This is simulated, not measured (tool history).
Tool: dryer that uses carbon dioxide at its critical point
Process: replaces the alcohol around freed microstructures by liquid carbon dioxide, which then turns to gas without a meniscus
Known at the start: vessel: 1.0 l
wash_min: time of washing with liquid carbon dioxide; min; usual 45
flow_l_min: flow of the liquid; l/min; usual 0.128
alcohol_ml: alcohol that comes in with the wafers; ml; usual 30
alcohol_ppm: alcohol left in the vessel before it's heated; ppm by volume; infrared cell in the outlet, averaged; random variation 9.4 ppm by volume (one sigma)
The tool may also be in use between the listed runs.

{"run": 1, "day": 0.0, "wash_min": 45, "flow_l_min": 0.128, "alcohol_ml": 30, "alcohol_ppm": 934}
{"run": 2, "day": 0.417, "wash_min": 31, "flow_l_min": 0.128, "alcohol_ml": 30, "alcohol_ppm": 2590}
{"run": 3, "day": 1.008, "wash_min": 31, "flow_l_min": 0.128, "alcohol_ml": 30, "alcohol_ppm": 2724}
{"run": 4, "day": 1.633, "wash_min": 31, "flow_l_min": 0.128, "alcohol_ml": 30, "alcohol_ppm": 2757}
{"run": 5, "day": 1.975, "wash_min": 55, "flow_l_min": 0.128, "alcohol_ml": 30, "alcohol_ppm": 494}
{"run": 6, "day": 2.367, "wash_min": 55, "flow_l_min": 0.128, "alcohol_ml": 30, "alcohol_ppm": 521}
{"run": 7, "day": 3.058, "wash_min": 45, "flow_l_min": 0.128, "alcohol_ml": 30, "alcohol_ppm": 1017}
{"run": 8, "day": 3.712, "wash_min": 45, "flow_l_min": 0.128, "alcohol_ml": 30, "alcohol_ppm": 1003}
{"run": 9, "day": 4.279, "wash_min": 45, "flow_l_min": 0.128, "alcohol_ml": 30, "alcohol_ppm": 1070}
{"run": 10, "day": 5.0, "wash_min": 45, "flow_l_min": 0.128, "alcohol_ml": 30, "alcohol_ppm": 1055}
{"run": 11, "day": 5.379, "wash_min": 45, "flow_l_min": 0.128, "alcohol_ml": 30, "alcohol_ppm": 1041}
{"day": 5.704, "done": "inlet filter changed"}
{"run": 12, "day": 5.933, "wash_min": 45, "flow_l_min": 0.128, "alcohol_ml": 30, "alcohol_ppm": 646}
{"run": 13, "day": 6.542, "wash_min": 45, "flow_l_min": 0.175, "alcohol_ml": 30, "alcohol_ppm": 213}
{"run": 14, "day": 7.117, "wash_min": 45, "flow_l_min": 0.128, "alcohol_ml": 30, "alcohol_ppm": 657}
{"run": 15, "day": 7.779, "wash_min": 28, "flow_l_min": 0.128, "alcohol_ml": 30, "alcohol_ppm": 2531}
{"run": 16, "day": 8.238, "wash_min": 28, "flow_l_min": 0.128, "alcohol_ml": 30, "alcohol_ppm": 2541}
{"run": 17, "day": 8.792, "wash_min": 28, "flow_l_min": 0.128, "alcohol_ml": 30, "alcohol_ppm": 2659}
{"run": 18, "day": 9.312, "wash_min": 28, "flow_l_min": 0.128, "alcohol_ml": 81, "alcohol_ppm": 7073}
{"run": 19, "day": 9.738, "wash_min": 28, "flow_l_min": 0.128, "alcohol_ml": 81, "alcohol_ppm": 6848}
{"run": 20, "day": 10.154, "wash_min": 28, "flow_l_min": 0.128, "alcohol_ml": 81, "alcohol_ppm": 6854}
{"run": 21, "day": 10.679, "wash_min": 28, "flow_l_min": 0.128, "alcohol_ml": 81, "alcohol_ppm": 7241}
{"run": 22, "day": 11.242, "wash_min": 45, "flow_l_min": 0.128, "alcohol_ml": 30, "alcohol_ppm": 699}
{"run": 23, "day": 11.638, "wash_min": 45, "flow_l_min": 0.128, "alcohol_ml": 30, "alcohol_ppm": 698}
{"run": 24, "day": 12.212, "wash_min": 45, "flow_l_min": 0.128, "alcohol_ml": 30, "alcohol_ppm": 739}

Run 25 comes next. What will it give?
{"run": 25, "day": 12.896, "wash_min": 45, "flow_l_min": 0.128, "alcohol_ml": 30, "alcohol_ppm": "?"}

Run 25 gave alcohol_ppm 737 ppm by volume.
Without the tool's hidden state the same run would have given alcohol_ppm 535 ppm by volume.
